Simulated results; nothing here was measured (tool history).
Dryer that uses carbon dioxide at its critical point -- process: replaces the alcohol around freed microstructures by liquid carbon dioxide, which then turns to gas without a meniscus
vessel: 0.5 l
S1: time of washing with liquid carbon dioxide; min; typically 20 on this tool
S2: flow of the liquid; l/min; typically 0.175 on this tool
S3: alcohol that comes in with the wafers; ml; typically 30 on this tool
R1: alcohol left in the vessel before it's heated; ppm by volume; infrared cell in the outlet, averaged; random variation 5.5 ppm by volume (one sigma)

Run 1, day 0.000: usual settings. Result: R1 294 ppm by volume.
Run 2, day 0.650: usual settings but S3 73 ml. Result: R1 692 ppm by volume.
Run 3, day 1.279: usual settings but S3 73 ml. Result: R1 713 ppm by volume.
Run 4, day 2.012: usual settings but S3 73 ml. Result: R1 698 ppm by volume.
Run 5, day 2.479: usual settings but S3 73 ml. Result: R1 734 ppm by volume.
At day 3.221: inlet filter changed.
Run 6, day 3.271: usual settings. Result: R1 192 ppm by volume.
Run 7, day 3.675: usual settings. Result: R1 193 ppm by volume.
Run 8, day 4.154: usual settings. Result: R1 193 ppm by volume.
Run 9, day 4.571: usual settings. Result: R1 196 ppm by volume.
Run 10, day 5.025: usual settings but S1 16 min. Result: R1 537 ppm by volume.
Run 11, day 5.600: usual settings but S1 16 min. Result: R1 571 ppm by volume.
Run 12, day 6.071: usual settings but S1 16 min. Result: R1 558 ppm by volume.
Run 13, day 6.404: usual settings but S1 16 min. Result: R1 546 ppm by volume.
Run 14, day 7.150: usual settings but S1 26 min, S2 0.109 l/min, S3 23 ml. Result: R1 476 ppm by volume.
Run 15, day 7.733: usual settings but S1 17 min, S2 0.205 l/min, S3 59 ml. Result: R1 358 ppm by volume.
Run 16, day 8.146: usual settings but S1 17 min, S2 0.205 l/min, S3 59 ml. Result: R1 348 ppm by volume.
Run 17, day 8.550: usual settings but S1 26 min, S2 0.253 l/min, S3 31 ml. Result: R1 43 ppm by volume.
Run 18, day 9.338: usual settings but S1 13 min, S2 0.202 l/min, S3 31 ml. Result: R1 774 ppm by volume.
Run 19, day 9.758: usual settings but S1 14 min, S2 0.228 l/min, S3 90 ml. Result: R1 792 ppm by volume.
Run 20, day 10.233: usual settings but S1 14 min, S2 0.122 l/min, S3 40 ml. Result: R1 4872 ppm by volume.
Run 21, day 10.912: usual settings but S1 25 min, S2 0.122 l/min, S3 49 ml. Result: R1 733 ppm by volume.
Run 22, day 11.362: usual settings but S1 28 min, S2 0.123 l/min, S3 33 ml. Result: R1 275 ppm by volume.
Run 23, day 11.821: usual settings but S1 28 min, S2 0.123 l/min, S3 33 ml. Result: R1 275 ppm by volume.
Run 24, day 12.412: usual settings but S1 17 min, S2 0.134 l/min, S3 20 ml. Result: R1 993 ppm by volume.
Run 25, day 13.038: usual settings but S1 23 min, S2 0.135 l/min, S3 46 ml. Result: R1 634 ppm by volume.
Run 26, day 13.621: usual settings but S1 23 min, S2 0.135 l/min, S3 46 ml. Result: R1 612 ppm by volume.

Predict each of these 3 candidate next runs independently; none follows another, all start after run 26:
Run A, day 14.096: usual settings but S1 23 min, S2 0.128 l/min, S3 116 ml. Result: R1 ?.
Run B, day 14.096: usual settings but S1 23 min, S2 0.202 l/min, S3 111 ml. Result: R1 ?.
Run C, day 14.096: usual settings but S2 0.267 l/min. Result: R1 ?.

run    R1
  A  2021
  B   141
  C    62
Without the tool's unlogged condition, the same runs would have read:
run    R1
  A  1674
  B    71
  C    13

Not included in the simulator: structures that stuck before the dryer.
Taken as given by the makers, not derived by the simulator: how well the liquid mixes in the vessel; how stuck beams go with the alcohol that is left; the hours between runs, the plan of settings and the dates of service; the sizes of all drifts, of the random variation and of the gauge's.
